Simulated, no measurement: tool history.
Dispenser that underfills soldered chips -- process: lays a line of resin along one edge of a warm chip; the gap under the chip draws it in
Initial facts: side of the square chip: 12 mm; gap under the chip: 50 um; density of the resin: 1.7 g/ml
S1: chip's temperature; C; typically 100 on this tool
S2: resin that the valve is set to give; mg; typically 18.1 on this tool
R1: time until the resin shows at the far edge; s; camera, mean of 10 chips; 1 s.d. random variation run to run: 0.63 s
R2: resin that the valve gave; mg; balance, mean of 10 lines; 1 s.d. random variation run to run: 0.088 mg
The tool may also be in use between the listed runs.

run 1 hour=0.0 | S1=100 S2=18.1 | R1=63.6 R2=17.05
-- hour=5.3 new syringe of resin
run 2 hour=6.3 | S1=100 S2=19.2 | R1=56.4 R2=17.91
-- hour=16.8 new syringe of resin
run 3 hour=16.8 | S1=100 S2=19.2 | R1=54.2 R2=17.70
-- hour=28.7 new syringe of resin
run 4 hour=28.7 | S1=100 S2=19.2 | R1=54.0 R2=17.50
run 5 hour=37.9 | S1=96 S2=19.2 | R1=73.5 R2=17.62
-- hour=40.1 new syringe of resin
run 6 hour=48.6 | S1=96 S2=19.2 | R1=74.6 R2=17.22
-- hour=51.6 new syringe of resin
run 7 hour=59.2 | S1=96 S2=19.2 | R1=69.4 R2=17.19
-- hour=63.2 new syringe of resin
run 8 hour=72.8 | S1=100 S2=21.2 | R1=66.2 R2=18.95
-- hour=74.6 new syringe of resin
-- hour=86.2 new syringe of resin
run 9 hour=86.3 | S1=100 S2=18.1 | R1=55.3 R2=15.87
-- hour=97.8 new syringe of resin
run 10 hour=98.2 | S1=100 S2=18.1 | R1=55.4 R2=15.79
run 11 hour=108.3 | S1=100 S2=18.1 | R1=70.8 R2=15.73
-- hour=109.3 new syringe of resin
-- hour=121.0 new syringe of resin
-- hour=122.0 dispensing valve cleaned and set on the balance
run 12 hour=122.0 | S1=100 S2=18.1 | R1=52.4 R2=18.02
run 13 hour=132.3 | S1=109 S2=18.1 | R1=50.5 R2=18.04
-- hour=133.6 new syringe of resin
run 14 hour=143.7 | S1=109 S2=18.1 | R1=49.8 R2=17.98
-- hour=145.8 new syringe of resin
run 15 hour=151.8 | S1=99 S2=21.6 | R1=61.4 R2=21.04
-- hour=157.3 new syringe of resin
run 16 hour=160.2 | S1=99 S2=15.6 | R1=60.7 R2=15.37
-- hour=168.6 new syringe of resin
run 17 hour=173.0 | S1=103 S2=18.1 | R1=53.1 R2=17.48
-- hour=180.6 new syringe of resin
run 18 hour=184.1 | S1=91 S2=17.9 | R1=76.7 R2=17.11
-- hour=192.1 new syringe of resin
run 19 hour=196.4 | S1=100 S2=17.3 | R1=59.0 R2=16.34
-- hour=203.6 new syringe of resin
run 20 hour=205.3 | S1=100 S2=17.3 | R1=55.9 R2=16.44
run 21 hour=211.8 | S1=100 S2=17.3 | R1=65.5 R2=16.22
-- hour=214.9 new syringe of resin
run 22 hour=218.2 | S1=100 S2=17.3 | R1=60.0 R2=16.22
-- hour=226.5 new syringe of resin
run 23 hour=228.0 | S1=108 S2=19.2 | R1=42.1 R2=17.87

Table of differences, measured result less the result of that run with no hidden state. Run-to-run variation is the same in both. Gauge scatter possibly is not:
Hidden conditions of the tool in this case: resin's viscosity, % of fresh resin's; dose that the valve gives, % of what is set; true chip temperature over the reading, C; drift of the gauge itself on fill_s, %; drift of the gauge itself on given_mg, %.
run=1 R1=+8.4 R2=-1.21
run=2 R1=+1.1 R2=-1.35
run=3 R1=-0.4 R2=-1.47
run=4 R1=-0.7 R2=-1.61
run=5 R1=+13.1 R2=-1.75
run=6 R1=+11.8 R2=-1.85
run=7 R1=+8.8 R2=-1.97
run=8 R1=+11.3 R2=-2.36
run=9 R1=+0.1 R2=-2.13
run=10 R1=+0.2 R2=-2.28
run=11 R1=+14.7 R2=-2.40
run=12 R1=-2.2 R2=-0.01
run=13 R1=+8.8 R2=-0.13
run=14 R1=+8.9 R2=-0.27
run=15 R1=+5.4 R2=-0.41
run=16 R1=+1.1 R2=-0.39
run=17 R1=+3.2 R2=-0.60
run=18 R1=+3.4 R2=-0.71
run=19 R1=+3.9 R2=-0.81
run=20 R1=+0.3 R2=-0.91
run=21 R1=+9.2 R2=-0.99
run=22 R1=+3.1 R2=-1.07
run=23 R1=-0.2 R2=-1.28

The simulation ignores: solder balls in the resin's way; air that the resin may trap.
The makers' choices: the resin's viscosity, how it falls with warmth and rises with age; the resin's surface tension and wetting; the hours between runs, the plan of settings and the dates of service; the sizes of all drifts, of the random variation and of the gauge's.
